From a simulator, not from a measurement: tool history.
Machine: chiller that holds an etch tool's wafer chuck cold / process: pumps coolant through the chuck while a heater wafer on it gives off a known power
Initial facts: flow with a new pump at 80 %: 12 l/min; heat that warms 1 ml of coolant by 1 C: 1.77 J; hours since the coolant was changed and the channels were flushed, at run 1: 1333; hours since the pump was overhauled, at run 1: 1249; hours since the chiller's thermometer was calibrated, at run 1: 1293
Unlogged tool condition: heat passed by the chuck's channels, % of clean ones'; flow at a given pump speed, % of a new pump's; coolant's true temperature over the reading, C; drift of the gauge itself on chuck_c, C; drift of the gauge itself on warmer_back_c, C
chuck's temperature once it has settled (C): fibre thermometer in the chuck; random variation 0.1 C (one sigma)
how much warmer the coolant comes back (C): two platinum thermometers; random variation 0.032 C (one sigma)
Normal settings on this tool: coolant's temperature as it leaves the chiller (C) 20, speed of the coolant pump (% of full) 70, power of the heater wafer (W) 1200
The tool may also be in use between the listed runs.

run     day  coolant's temperature as it leaves the chiller (C)  speed of the coolant pump (% of full)  power of the heater wafer (W)  hours since the coolant was changed and the channels were flushed  hours since the pump was overhauled  hours since the chiller's thermometer was calibrated  chuck's temperature once it has settled (C)  how much warmer the coolant comes back (C)
  1       0                                                  20                                     70                           1200                                                               1333                                 1249                                                  1293                                         32.7                                        3.92
  2     0.9                                                  20                                     70                           1200                                                               1355                                 1270                                                  1315                                         32.6                                        3.92
  3   2.042                                                  15                                     70                           1200                                                               1382                                 1298                                                  1342                                         27.8                                        3.94
  4   2.925                                                  15                                     97                           1200                                                               1403                                 1319                                                  1363                                         24.4                                        2.77
  5   4.308                                                  15                                     97                           1200                                                               1437                                 1352                                                  1397                                         24.2                                        2.77
  6     5.6                                                  15                                     97                           1200                                                               1468                                 1383                                                  1428                                         24.4                                         2.8
  7   6.342                                                  20                                     70                           1200                                                               1485                                 1401                                                  1445                                         32.6                                        3.99
  8   7.492                                                  20                                     70                           1200                                                               1513                                 1428                                                  1473                                         32.7                                        4.02
  9   8.612                                                  11                                     70                           1200                                                               1540                                 1455                                                  1500                                         23.8                                        4.02
 10   9.571                                                  11                                     70                            746                                                               1563                                 1478                                                  1523                                           19                                        2.47
 11  10.817                                                  20                                     70                           1274                                                               1593                                 1508                                                  1553                                         33.3                                        4.26
 12  11.508                                                  20                                     70                           1200                                                               1609                                 1525                                                  1569                                         32.6                                        3.99
 13  12.246                                                  20                                     70                           1200                                                               1627                                 1542                                                  1587                                         32.7                                        3.97
 14  13.592                                                  20                                     70                           1200                                                               1659                                 1575                                                  1619                                         32.7                                        4.02
 15    14.8                                                  20                                     81                           1200                                                               1688                                 1604                                                  1648                                           31                                        3.48
 16  15.692                                                  20                                     75                           1200                                                               1710                                 1625                                                  1670                                         31.8                                        3.73
 17  16.938                                                  20                                     70                           1200                                                               1740                                 1655                                                  1700                                         32.6                                        4.03
 18  18.133                                                  11                                     82                           1153                                                               1768                                 1684                                                  1728                                         21.7                                        3.29
 19  19.504                                                  13                                     68                           1299                                                               1801                                 1717                                                  1761                                         27.1                                        4.56
 20  20.158                                                  22                                     84                           1200                                                               1817                                 1732                                                  1777                                         32.8                                        3.38
 21  21.058                                                  20                                     74                            746                                                               1839                                 1754                                                  1799                                         27.2                                        2.49
 22   22.15                                                  28                                     70                           1205                                                               1865                                 1780                                                  1825                                         40.6                                        4.13
 23  23.421                                                  20                                     99                           1200                                                               1895                                 1811                                                  1855                                         29.2                                        2.85
 24  24.529                                                  27                                     95                            786                                                               1922                                 1837                                                  1882                                         33.4                                        2.01
 25  25.483                                                  27                                     95                            786                                                               1945                                 1860                                                  1905                                         33.3                                        2.02
 26  26.221                                                  27                                     95                            786                                                               1963                                 1878                                                  1923                                         33.2                                        2.04
 27  27.104                                                  27                                     95                            786                                                               1984                                 1899                                                  1944                                         33.2                                        2.04
 28  28.225                                                  20                                     61                           1505                                                               2011                                 1926                                                  1971                                         38.2                                        5.94
 29  29.338                                                  20                                     70                            939                                                               2037                                 1953                                                  1997                                         29.8                                        3.25
 30  30.508                                                  18                                     70                           1419                                                               2065                                 1981                                                  2025                                         32.8                                        4.85
 31  31.621                                                  18                                     70                           1419                                                               2092                                 2007                                                  2052                                           33                                        4.84
 32  32.804                                                  19                                     70                           1200                                                               2121                                 2036                                                  2080                                         31.5                                        4.19
 33  33.467                                                  19                                     70                           1200                                                               2136                                 2052                                                  2096                                         31.5                                        4.11

Each row is a separate what-if for the run after 33, all from the same tool condition, not one after another. Results?
  A  34.683                                                  27                                     70                           1200                                                               2166                                 2081                                                  2126                                            ?                                           ?
  B  34.683                                                  23                                     99                           1271                                                               2166                                 2081                                                  2126                                            ?                                           ?
  C  34.683                                                  12                                     70                            617                                                               2166                                 2081                                                  2126                                            ?                                           ?

run  chuck's temperature once it has settled (C)  how much warmer the coolant comes back (C)
  A                                         39.7                                         4.2
  B                                         32.7                                        3.16
  C                                         18.3                                        2.28
Without the tool's hidden state the same runs would have given:
run  chuck's temperature once it has settled (C)  how much warmer the coolant comes back (C)
  A                                         39.7                                        3.93
  B                                         32.7                                        2.88
  C                                         18.3                                        2.01

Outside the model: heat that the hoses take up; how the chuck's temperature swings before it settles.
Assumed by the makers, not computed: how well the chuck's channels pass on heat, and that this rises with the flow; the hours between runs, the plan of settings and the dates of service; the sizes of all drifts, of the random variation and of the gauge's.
